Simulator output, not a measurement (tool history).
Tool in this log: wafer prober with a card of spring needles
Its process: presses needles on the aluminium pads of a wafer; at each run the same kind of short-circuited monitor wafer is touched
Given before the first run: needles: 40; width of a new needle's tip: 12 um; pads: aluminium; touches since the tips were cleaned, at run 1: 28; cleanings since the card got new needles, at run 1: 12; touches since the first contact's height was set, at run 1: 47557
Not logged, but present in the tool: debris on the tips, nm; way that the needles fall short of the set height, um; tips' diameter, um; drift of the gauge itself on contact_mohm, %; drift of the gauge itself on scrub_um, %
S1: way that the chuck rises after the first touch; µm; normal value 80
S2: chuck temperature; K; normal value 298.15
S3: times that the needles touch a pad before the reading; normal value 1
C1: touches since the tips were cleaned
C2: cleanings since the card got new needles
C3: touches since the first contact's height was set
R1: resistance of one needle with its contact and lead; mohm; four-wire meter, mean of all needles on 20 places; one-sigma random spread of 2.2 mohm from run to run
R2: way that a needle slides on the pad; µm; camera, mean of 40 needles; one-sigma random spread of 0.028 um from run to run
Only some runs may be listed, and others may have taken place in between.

run   hour  S1      S2  S3    C1  C2      C3   R1     R2
  1    0.0  80  298.15   1    28  12   47557  240  13.73
       4.8  -- tips cleaned on abrasive film
       9.6  -- tips cleaned on abrasive film
      15.6  -- tips cleaned on abrasive film
      20.6  -- tips cleaned on abrasive film
  2   20.6  80  328.15   1     0  16   62249  244  13.73
      26.5  -- tips cleaned on abrasive film
      32.5  -- tips cleaned on abrasive film
      37.4  -- tips cleaned on abrasive film
      42.2  -- tips cleaned on abrasive film
  3   43.1  80  298.15   1   705  20   78404  238  13.75
      47.9  -- tips cleaned on abrasive film
      53.9  -- tips cleaned on abrasive film
      58.8  -- tips cleaned on abrasive film
      63.6  -- tips cleaned on abrasive film
      69.6  -- tips cleaned on abrasive film
  4   71.9  80  298.15   1  1708  25   99002  241  13.68
      75.5  -- tips cleaned on abrasive film
      81.5  -- tips cleaned on abrasive film
      87.5  -- tips cleaned on abrasive film
      92.3  -- tips cleaned on abrasive film
  5   93.8  80  298.15   1  1077  29  114675  239  13.76
      97.4  -- tips cleaned on abrasive film
     102.3  -- tips cleaned on abrasive film
     107.1  -- tips cleaned on abrasive film
  6  111.4  80  298.15   1  3160  32  127281  243  13.74
     112.7  -- tips cleaned on abrasive film
     117.5  -- tips cleaned on abrasive film
     123.5  -- tips cleaned on abrasive film
     129.5  -- tips cleaned on abrasive film
     134.3  -- tips cleaned on abrasive film
  7  137.3  80  298.15   1  2187  37  145782  236  13.71
     139.8  -- tips cleaned on abrasive film
     140.1  -- height of the first contact set anew
     146.0  -- tips cleaned on abrasive film
     152.0  -- tips cleaned on abrasive film
     156.8  -- tips cleaned on abrasive film
     162.8  -- tips cleaned on abrasive film
  8  165.2  80  298.15   1  1712  42   18026  241  13.74
     168.8  -- tips cleaned on abrasive film
     173.6  -- tips cleaned on abrasive film
  9  178.0  80  351.15   2  3181  44   27217  251  13.82
     179.3  -- tips cleaned on abrasive film
     184.1  -- tips cleaned on abrasive film
     190.1  -- tips cleaned on abrasive film
     196.1  -- tips cleaned on abrasive film
     202.1  -- tips cleaned on abrasive film
 10  203.6  80  351.15   2  1097  49   45486  254  13.77
     207.2  -- tips cleaned on abrasive film
     213.2  -- tips cleaned on abrasive film
     219.2  -- tips cleaned on abrasive film
 11  222.5  74  329.15   3  2415  52   59063  243  12.80
     225.0  -- tips cleaned on abrasive film
     229.8  -- tips cleaned on abrasive film
     234.6  -- tips cleaned on abrasive film
     239.9  -- tips cleaned on abrasive film
 12  239.9  80  298.15   3     0  56   71425  241  13.79
     244.7  -- tips cleaned on abrasive film
     250.7  -- tips cleaned on abrasive film
     256.7  -- tips cleaned on abrasive film
     261.5  -- tips cleaned on abrasive film
 13  265.2  91  351.15   2  2733  60   89616  252  15.67
     266.5  -- tips cleaned on abrasive film
     271.3  -- tips cleaned on abrasive film
     277.3  -- tips cleaned on abrasive film
     282.1  -- tips cleaned on abrasive film
     287.4  -- tips cleaned on abrasive film
 14  287.4  91  323.15   2     0  65  105385  241  15.69
     293.4  -- tips cleaned on abrasive film
     299.4  -- tips cleaned on abrasive film
 15  300.3  80  337.15   3   709  67  114680  248  13.77
     305.1  -- tips cleaned on abrasive film
     311.1  -- tips cleaned on abrasive film
     317.1  -- tips cleaned on abrasive film
 16  317.9  80  332.15   3   529  70  127231  247  13.83

Branching from run 16: 4 alternative next runs. What would each branch give?
     322.7  -- tips cleaned on abrasive film
     328.7  -- tips cleaned on abrasive film
     334.6  -- tips cleaned on abrasive film
     339.5  -- tips cleaned on abrasive film
     345.5  -- tips cleaned on abrasive film
     346.9  -- height of the first contact set anew
  A  347.1  97  306.15   2  1016  75  156   ?   ?
     322.7  -- tips cleaned on abrasive film
     328.7  -- tips cleaned on abrasive film
     334.6  -- tips cleaned on abrasive film
     339.5  -- tips cleaned on abrasive film
     345.5  -- tips cleaned on abrasive film
     346.9  -- height of the first contact set anew
  B  347.1  67  338.15   1  1016  75  156   ?   ?
     322.7  -- tips cleaned on abrasive film
     328.7  -- tips cleaned on abrasive film
     334.6  -- tips cleaned on abrasive film
     339.5  -- tips cleaned on abrasive film
     345.5  -- tips cleaned on abrasive film
     346.9  -- height of the first contact set anew
  C  347.1  73  354.15   2  1016  75  156   ?   ?
     322.7  -- tips cleaned on abrasive film
     328.7  -- tips cleaned on abrasive film
     334.6  -- tips cleaned on abrasive film
     339.5  -- tips cleaned on abrasive film
     345.5  -- tips cleaned on abrasive film
     346.9  -- height of the first contact set anew
  D  347.1  90  298.15   1  1016  75  156   ?   ?

run   R1     R2
  A  239  16.83
  B  251  11.60
  C  257  12.65
  D  238  15.51
Without the tool's hidden state the same runs would have given:
run   R1     R2
  A  239  16.67
  B  251  11.50
  C  257  12.53
  D  238  15.37

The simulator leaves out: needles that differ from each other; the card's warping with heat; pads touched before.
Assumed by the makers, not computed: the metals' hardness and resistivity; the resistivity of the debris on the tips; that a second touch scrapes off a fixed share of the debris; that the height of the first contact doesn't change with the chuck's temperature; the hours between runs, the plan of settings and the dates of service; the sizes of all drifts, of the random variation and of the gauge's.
